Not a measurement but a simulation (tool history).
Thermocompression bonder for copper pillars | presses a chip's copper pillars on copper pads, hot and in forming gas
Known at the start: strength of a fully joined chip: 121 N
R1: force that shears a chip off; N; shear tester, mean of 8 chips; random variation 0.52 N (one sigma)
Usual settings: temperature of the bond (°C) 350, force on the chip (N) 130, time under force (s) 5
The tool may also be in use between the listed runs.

run 1 day=0 | temperature_of_the_bond_(°C)=350 force_on_the_chip_(N)=130 time_under_force_(s)=5 | R1=70.3
run 2 day=1.933 | temperature_of_the_bond_(°C)=350 force_on_the_chip_(N)=130 time_under_force_(s)=5 | R1=71.1
run 3 day=3.092 | temperature_of_the_bond_(°C)=350 force_on_the_chip_(N)=130 time_under_force_(s)=5 | R1=69.8
run 4 day=4.529 | temperature_of_the_bond_(°C)=357 force_on_the_chip_(N)=130 time_under_force_(s)=5 | R1=73
run 5 day=6.792 | temperature_of_the_bond_(°C)=357 force_on_the_chip_(N)=130 time_under_force_(s)=5 | R1=72.9
run 6 day=8.65 | temperature_of_the_bond_(°C)=350 force_on_the_chip_(N)=130 time_under_force_(s)=5 | R1=68.2
run 7 day=11.029 | temperature_of_the_bond_(°C)=350 force_on_the_chip_(N)=130 time_under_force_(s)=5 | R1=67.6
run 8 day=12.283 | temperature_of_the_bond_(°C)=350 force_on_the_chip_(N)=130 time_under_force_(s)=5 | R1=67.4
run 9 day=13.404 | temperature_of_the_bond_(°C)=350 force_on_the_chip_(N)=130 time_under_force_(s)=3 | R1=57.2
run 10 day=15.192 | temperature_of_the_bond_(°C)=350 force_on_the_chip_(N)=130 time_under_force_(s)=3 | R1=56.6
run 11 day=16.871 | temperature_of_the_bond_(°C)=350 force_on_the_chip_(N)=130 time_under_force_(s)=3 | R1=56.4
run 12 day=19.267 | temperature_of_the_bond_(°C)=350 force_on_the_chip_(N)=174 time_under_force_(s)=5 | R1=79.2
run 13 day=20.671 | temperature_of_the_bond_(°C)=351 force_on_the_chip_(N)=129 time_under_force_(s)=3 | R1=55.1
run 14 day=23.071 | temperature_of_the_bond_(°C)=354 force_on_the_chip_(N)=106 time_under_force_(s)=5 | R1=58.3
run 15 day=25.221 | temperature_of_the_bond_(°C)=354 force_on_the_chip_(N)=106 time_under_force_(s)=5 | R1=57.3
run 16 day=26.496 | temperature_of_the_bond_(°C)=350 force_on_the_chip_(N)=130 time_under_force_(s)=7 | R1=70.7
run 17 day=28.729 | temperature_of_the_bond_(°C)=350 force_on_the_chip_(N)=130 time_under_force_(s)=7 | R1=70.2
-- day=29.671 forming gas filter changed
run 18 day=30.283 | temperature_of_the_bond_(°C)=340 force_on_the_chip_(N)=130 time_under_force_(s)=7 | R1=70.4
run 19 day=31.412 | temperature_of_the_bond_(°C)=340 force_on_the_chip_(N)=130 time_under_force_(s)=7 | R1=69.7
run 20 day=33.517 | temperature_of_the_bond_(°C)=340 force_on_the_chip_(N)=130 time_under_force_(s)=7 | R1=70
run 21 day=35.712 | temperature_of_the_bond_(°C)=374 force_on_the_chip_(N)=127 time_under_force_(s)=4 | R1=73.6
run 22 day=37.583 | temperature_of_the_bond_(°C)=374 force_on_the_chip_(N)=127 time_under_force_(s)=4 | R1=73

Forecast each of these 5 alternatives for the next run:
-- day=38.742 force cell calibrated
run A day=39.7 | temperature_of_the_bond_(°C)=350 force_on_the_chip_(N)=130 time_under_force_(s)=9 | R1=?
-- day=38.742 force cell calibrated
run B day=39.7 | temperature_of_the_bond_(°C)=331 force_on_the_chip_(N)=85 time_under_force_(s)=6 | R1=?
-- day=38.742 force cell calibrated
run C day=39.7 | temperature_of_the_bond_(°C)=350 force_on_the_chip_(N)=149 time_under_force_(s)=5 | R1=?
-- day=38.742 force cell calibrated
run D day=39.7 | temperature_of_the_bond_(°C)=374 force_on_the_chip_(N)=89 time_under_force_(s)=4 | R1=?
-- day=38.742 force cell calibrated
run E day=39.7 | temperature_of_the_bond_(°C)=374 force_on_the_chip_(N)=83 time_under_force_(s)=4 | R1=?

run=A R1=80.5
run=B R1=43.3
run=C R1=74.9
run=D R1=56.6
run=E R1=53.9
Without the tool's hidden state the same runs would have given:
run=A R1=86.2
run=B R1=47.6
run=C R1=80.5
run=D R1=61.3
run=E R1=58.4

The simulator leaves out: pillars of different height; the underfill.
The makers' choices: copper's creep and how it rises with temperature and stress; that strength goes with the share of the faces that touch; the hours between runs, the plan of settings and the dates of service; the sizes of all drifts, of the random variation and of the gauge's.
